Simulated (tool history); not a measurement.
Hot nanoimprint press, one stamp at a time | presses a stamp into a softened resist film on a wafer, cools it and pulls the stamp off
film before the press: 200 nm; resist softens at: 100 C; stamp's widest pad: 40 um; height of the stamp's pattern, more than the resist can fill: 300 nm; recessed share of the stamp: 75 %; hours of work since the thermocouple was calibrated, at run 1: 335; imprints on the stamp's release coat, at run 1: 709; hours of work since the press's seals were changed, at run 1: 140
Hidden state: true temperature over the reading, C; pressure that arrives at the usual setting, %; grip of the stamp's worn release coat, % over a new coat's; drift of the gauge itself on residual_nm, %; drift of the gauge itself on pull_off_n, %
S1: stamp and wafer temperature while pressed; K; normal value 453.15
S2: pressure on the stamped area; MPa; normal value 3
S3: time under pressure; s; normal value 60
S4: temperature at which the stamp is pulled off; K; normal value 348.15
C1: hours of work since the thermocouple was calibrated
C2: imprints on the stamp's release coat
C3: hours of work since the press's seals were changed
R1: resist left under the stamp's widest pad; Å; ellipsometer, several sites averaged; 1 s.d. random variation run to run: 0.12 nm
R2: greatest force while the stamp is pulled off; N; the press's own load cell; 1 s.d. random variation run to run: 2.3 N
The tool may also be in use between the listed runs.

run,hour,S1,S2,S3,S4,C1,C2,C3,R1,R2
1,0,453.15,3,60,348.15,335,709,140,876,99
# hour 28.3: plate thermocouple calibrated
2,51.7,453.15,3,60,348.15,15,863,170,876,100
3,102.1,453.15,3,60,348.15,46,1023,202,873,101
4,136.1,453.15,3,60,348.15,67,1131,223,875,101
5,182.9,453.15,3,60,348.15,97,1279,252,871,102
6,231.3,453.15,3,60,348.15,127,1433,283,871,105
7,258.5,453.15,3,60,335.15,144,1519,300,870,140
# hour 282.1: stamp cleaned and given a new release coat
8,303.8,453.15,3,60,335.15,168,68,324,870,137
9,343.4,453.15,3,60,335.15,193,194,349,866,141
10,397.9,453.15,3,60,348.15,227,367,383,864,106
11,422.8,453.15,3,60,348.15,243,446,398,865,100
12,470,453.15,3,60,348.15,272,595,428,863,103
13,502.1,453.15,3,60,348.15,292,697,448,865,100
14,554,453.15,3,32,348.15,325,862,481,1085,100
# hour 596.5: plate thermocouple calibrated
15,609.4,451.15,3,60,348.15,8,1028,513,914,102
16,651.4,451.15,3,60,348.15,34,1161,540,912,103
17,686.9,451.15,3,60,348.15,57,1274,562,910,100
18,737.7,453.15,2.26,60,348.15,88,1435,593,963,104
# hour 789.1: stamp cleaned and given a new release coat
# hour 792.2: gauge calibrated
19,794.1,455.15,3,60,343.15,120,15,625,828,112
20,819.4,452.15,3,95,346.15,136,96,641,752,106

Run 21 is up next; what results do you expect?
21,852.8,457.15,3.87,64,337.15,156,202,662,?,?

For run 21 the tool returned R1 672 Å, R2 130 N.
On a tool with no hidden condition, and with the same random variation, this run would have come out at R1 673 Å, R2 129 N.

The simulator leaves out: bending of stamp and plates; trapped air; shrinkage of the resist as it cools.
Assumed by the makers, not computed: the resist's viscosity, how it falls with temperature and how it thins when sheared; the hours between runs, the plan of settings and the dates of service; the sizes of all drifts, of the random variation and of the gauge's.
